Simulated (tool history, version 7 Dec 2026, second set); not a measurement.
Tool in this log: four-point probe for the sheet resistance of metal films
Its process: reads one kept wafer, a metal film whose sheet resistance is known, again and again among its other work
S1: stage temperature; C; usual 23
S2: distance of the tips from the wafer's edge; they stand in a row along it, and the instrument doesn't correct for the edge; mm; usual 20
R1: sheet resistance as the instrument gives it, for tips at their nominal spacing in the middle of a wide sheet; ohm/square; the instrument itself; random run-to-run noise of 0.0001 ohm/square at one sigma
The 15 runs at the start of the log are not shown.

{"run": 16, "hour": 478.2, "S1": 23, "S2": 14, "R1": 0.512313}
{"run": 17, "hour": 509.4, "S1": 23, "S2": 14, "R1": 0.512146}
{"run": 18, "hour": 528.2, "S1": 35, "S2": 14, "R1": 0.520039}
{"hour": 546.8, "done": "stage's thermometer calibrated, once more"}
{"run": 19, "hour": 570.1, "S1": 35, "S2": 14, "R1": 0.520547}
{"run": 20, "hour": 614.2, "S1": 35, "S2": 14, "R1": 0.520641}
{"run": 21, "hour": 645.1, "S1": 22, "S2": 49, "R1": 0.511189}
{"run": 22, "hour": 665.9, "S1": 19, "S2": 21, "R1": 0.509525}
{"run": 23, "hour": 688.5, "S1": 32, "S2": 56, "R1": 0.517526}
{"run": 24, "hour": 709.8, "S1": 32, "S2": 15, "R1": 0.518683}
{"run": 25, "hour": 739.5, "S1": 32, "S2": 15, "R1": 0.518673}
{"run": 26, "hour": 780.9, "S1": 35, "S2": 19, "R1": 0.520113}
{"run": 27, "hour": 817.5, "S1": 35, "S2": 19, "R1": 0.520015}
{"run": 28, "hour": 839.3, "S1": 34, "S2": 42, "R1": 0.518946}
{"run": 29, "hour": 861.2, "S1": 35, "S2": 54, "R1": 0.519514}
{"run": 30, "hour": 889.1, "S1": 24, "S2": 16, "R1": 0.513383}
{"run": 31, "hour": 912.2, "S1": 21, "S2": 15, "R1": 0.511721}
{"run": 32, "hour": 943.6, "S1": 27, "S2": 38, "R1": 0.514567}
{"run": 33, "hour": 967.7, "S1": 23, "S2": 6, "R1": 0.519464}
{"run": 34, "hour": 1009.8, "S1": 26, "S2": 7, "R1": 0.519219}
{"run": 35, "hour": 1044.0, "S1": 26, "S2": 7, "R1": 0.519372}
{"run": 36, "hour": 1088.9, "S1": 21, "S2": 30, "R1": 0.510979}
{"run": 37, "hour": 1116.6, "S1": 19, "S2": 27, "R1": 0.509706}
{"run": 38, "hour": 1140.2, "S1": 19, "S2": 27, "R1": 0.509743}
{"run": 39, "hour": 1172.7, "S1": 22, "S2": 26, "R1": 0.511577}

Forecast each of these 3 alternatives for the next run:
{"run": "A", "hour": 1195.4, "S1": 25, "S2": 66, "R1": "?"}
{"run": "B", "hour": 1195.4, "S1": 22, "S2": 7, "R1": "?"}
{"run": "C", "hour": 1195.4, "S1": 23, "S2": 10, "R1": "?"}

run=A R1=0.513315
run=B R1=0.516817
run=C R1=0.514534
With the hidden condition removed and each run's random variation left untouched, the same runs would have given:
run=A R1=0.513465
run=B R1=0.516972
run=C R1=0.514687
